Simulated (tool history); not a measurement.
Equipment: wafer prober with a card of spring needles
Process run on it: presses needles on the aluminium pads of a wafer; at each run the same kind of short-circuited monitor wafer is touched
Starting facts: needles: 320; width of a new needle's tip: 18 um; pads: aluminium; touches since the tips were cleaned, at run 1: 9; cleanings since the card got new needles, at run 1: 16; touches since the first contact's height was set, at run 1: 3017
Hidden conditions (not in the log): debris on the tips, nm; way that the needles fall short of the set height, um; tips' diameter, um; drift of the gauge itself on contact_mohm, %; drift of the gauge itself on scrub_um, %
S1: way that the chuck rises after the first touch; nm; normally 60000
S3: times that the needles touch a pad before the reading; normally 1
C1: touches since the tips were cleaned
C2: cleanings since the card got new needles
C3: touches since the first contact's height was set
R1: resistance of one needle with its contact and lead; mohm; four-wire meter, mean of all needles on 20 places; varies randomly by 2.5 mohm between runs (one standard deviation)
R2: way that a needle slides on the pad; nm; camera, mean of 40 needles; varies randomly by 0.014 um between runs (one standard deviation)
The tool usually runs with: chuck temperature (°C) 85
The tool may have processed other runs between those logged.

Run 1, hour 0: usual settings; C1 9; C2 16; C3 3017. Result: R1 302 mohm, R2 15140 nm.
At hour 17.4: tips cleaned on abrasive film.
At hour 35.2: tips cleaned on abrasive film.
Run 2, hour 35.6: usual settings; C1 167; C2 18; C3 16160. Result: R1 308 mohm, R2 15140 nm.
At hour 51.6: tips cleaned on abrasive film.
Run 3, hour 51.6: usual settings; C1 0; C2 19; C3 22049. Result: R1 302 mohm, R2 15140 nm.
At hour 68.9: tips cleaned on abrasive film.
At hour 88.1: tips cleaned on abrasive film.
Run 4, hour 88.1: usual settings; C1 0; C2 21; C3 35514. Result: R1 303 mohm, R2 15100 nm.
At hour 104.8: tips cleaned on abrasive film.
Run 5, hour 117.1: usual settings; C1 4560; C2 22; C3 46266. Result: R1 441 mohm, R2 15080 nm.
At hour 122.6: tips cleaned on abrasive film.
At hour 139.6: tips cleaned on abrasive film.
Run 6, hour 139.6: usual settings; C1 0; C2 24; C3 54533. Result: R1 304 mohm, R2 15030 nm.
At hour 157.4: tips cleaned on abrasive film.
Run 7, hour 172.5: usual settings; C1 5626; C2 25; C3 66707. Result: R1 473 mohm, R2 15050 nm.
At hour 175.2: tips cleaned on abrasive film.
Run 8, hour 188.2: usual settings; C1 4827; C2 26; C3 72482. Result: R1 449 mohm, R2 15010 nm.
At hour 194.5: tips cleaned on abrasive film.
Run 9, hour 209.1: usual settings; C1 5401; C2 27; C3 80207. Result: R1 446 mohm, R2 14990 nm.
At hour 212.3: tips cleaned on abrasive film.
At hour 228.9: tips cleaned on abrasive film.
Run 10, hour 233.1: usual settings; C1 1549; C2 29; C3 89030. Result: R1 379 mohm, R2 14990 nm.
At hour 246.6: tips cleaned on abrasive film.
Run 11, hour 257.3: usual settings; C1 3969; C2 30; C3 98002. Result: R1 433 mohm, R2 14990 nm.
At hour 265.7: tips cleaned on abrasive film.
At hour 284.7: tips cleaned on abrasive film.
Run 12, hour 294.4: usual settings; C1 3600; C2 32; C3 111692. Result: R1 424 mohm, R2 14940 nm.
At hour 302.1: tips cleaned on abrasive film.
At hour 302.4: height of the first contact set anew.
At hour 320.2: tips cleaned on abrasive film.
Run 13, hour 323.3: usual settings; C1 1139; C2 34; C3 7724. Result: R1 356 mohm, R2 15180 nm.
At hour 338.5: tips cleaned on abrasive film.
At hour 355.3: tips cleaned on abrasive film.
Run 14, hour 357.1: usual settings; C1 686; C2 36; C3 20208. Result: R1 332 mohm, R2 15130 nm.
At hour 374: tips cleaned on abrasive film.
At hour 390.6: tips cleaned on abrasive film.
Run 15, hour 390.6: usual settings but S1 45000 nm, chuck temperature (°C) 78; C1 0; C2 38; C3 32542. Result: R1 309 mohm, R2 11330 nm.
At hour 409.6: tips cleaned on abrasive film.
Run 16, hour 420.3: usual settings but S1 45000 nm, chuck temperature (°C) 78; C1 3947; C2 39; C3 43531. Result: R1 538 mohm, R2 11300 nm.
At hour 426.1: tips cleaned on abrasive film.
At hour 443: tips cleaned on abrasive film.
Run 17, hour 447.4: usual settings but S1 45000 nm, chuck temperature (°C) 54, S3 2; C1 1661; C2 41; C3 53541. Result: R1 381 mohm, R2 11260 nm.
At hour 461.7: tips cleaned on abrasive film.
At hour 478.2: tips cleaned on abrasive film.
Run 18, hour 478.2: usual settings but S1 45000 nm, chuck temperature (°C) 54, S3 2; C1 0; C2 43; C3 64893. Result: R1 291 mohm, R2 11240 nm.
At hour 494.7: tips cleaned on abrasive film.
Run 19, hour 499.2: usual settings but S1 45000 nm, chuck temperature (°C) 54, S3 2; C1 1655; C2 44; C3 72638. Result: R1 378 mohm, R2 11200 nm.
At hour 513: tips cleaned on abrasive film.
Run 20, hour 514.8: usual settings but S1 45000 nm, chuck temperature (°C) 54, S3 2; C1 681; C2 45; C3 78409. Result: R1 331 mohm, R2 11230 nm.
At hour 531.1: tips cleaned on abrasive film.
Run 21, hour 545.8: usual settings but S1 45000 nm, chuck temperature (°C) 54, S3 2; C1 5450; C2 46; C3 89858. Result: R1 491 mohm, R2 11170 nm.
At hour 548.5: tips cleaned on abrasive film.
At hour 565.7: tips cleaned on abrasive film.
Run 22, hour 581: usual settings but S1 45000 nm, chuck temperature (°C) 54, S3 2; C1 5690; C2 48; C3 102852. Result: R1 493 mohm, R2 11160 nm.
At hour 582.8: tips cleaned on abrasive film.
At hour 599.6: tips cleaned on abrasive film.
At hour 612: height of the first contact set anew.
At hour 616.3: tips cleaned on abrasive film.
Run 23, hour 618.2: usual settings but S1 45000 nm, chuck temperature (°C) 54, S3 2; C1 711; C2 51; C3 2249. Result: R1 331 mohm, R2 11370 nm.
At hour 633.6: tips cleaned on abrasive film.
Run 24, hour 647.7: usual settings but S1 45000 nm, chuck temperature (°C) 40, S3 2; C1 5212; C2 52; C3 13152. Result: R1 476 mohm, R2 11350 nm.
At hour 650.7: tips cleaned on abrasive film.
At hour 669.1: tips cleaned on abrasive film.
Run 25, hour 674.6: usual settings but S1 74000 nm, chuck temperature (°C) 90, S3 3; C1 2022; C2 54; C3 23067. Result: R1 304 mohm, R2 18650 nm.
At hour 686.9: tips cleaned on abrasive film.
At hour 704.5: tips cleaned on abrasive film.
Run 26, hour 704.5: usual settings but S1 62000 nm; C1 0; C2 56; C3 34093. Result: R1 308 mohm, R2 15600 nm.
At hour 724: tips cleaned on abrasive film.
Run 27, hour 727.1: usual settings but S1 42000 nm, chuck temperature (°C) 43; C1 1171; C2 57; C3 42469. Result: R1 423 mohm, R2 10530 nm.
At hour 742.9: tips cleaned on abrasive film.
Run 28, hour 748: usual settings but S1 67000 nm, chuck temperature (°C) 45; C1 1900; C2 58; C3 50170. Result: R1 350 mohm, R2 16830 nm.

What if the next run were any one of these 4? Each begins from the tool's condition after run 28:
At hour 759.9: tips cleaned on abrasive film.
Run A, hour 763.8: usual settings but S1 78000 nm, chuck temperature (°C) 45; C1 1438; C2 59; C3 55988. Result: R1 ?, R2 ?.
At hour 759.9: tips cleaned on abrasive film.
Run B, hour 763.8: usual settings but chuck temperature (°C) 45; C1 1438; C2 59; C3 55988. Result: R1 ?, R2 ?.
At hour 759.9: tips cleaned on abrasive film.
Run C, hour 763.8: usual settings but S1 58000 nm, chuck temperature (°C) 25, S3 2; C1 1438; C2 59; C3 55988. Result: R1 ?, R2 ?.
At hour 759.9: tips cleaned on abrasive film.
Run D, hour 763.8: usual settings but S1 51000 nm, chuck temperature (°C) 45, S3 2; C1 1438; C2 59; C3 55988. Result: R1 ?, R2 ?.

run   R1     R2
  A  327  19620
  B  365  15030
  C  328  14550
  D  351  12800
Without the tool's unlogged condition, the same runs would have read:
run   R1     R2
  A  269  19750
  B  271  15160
  C  266  14670
  D  275  12930

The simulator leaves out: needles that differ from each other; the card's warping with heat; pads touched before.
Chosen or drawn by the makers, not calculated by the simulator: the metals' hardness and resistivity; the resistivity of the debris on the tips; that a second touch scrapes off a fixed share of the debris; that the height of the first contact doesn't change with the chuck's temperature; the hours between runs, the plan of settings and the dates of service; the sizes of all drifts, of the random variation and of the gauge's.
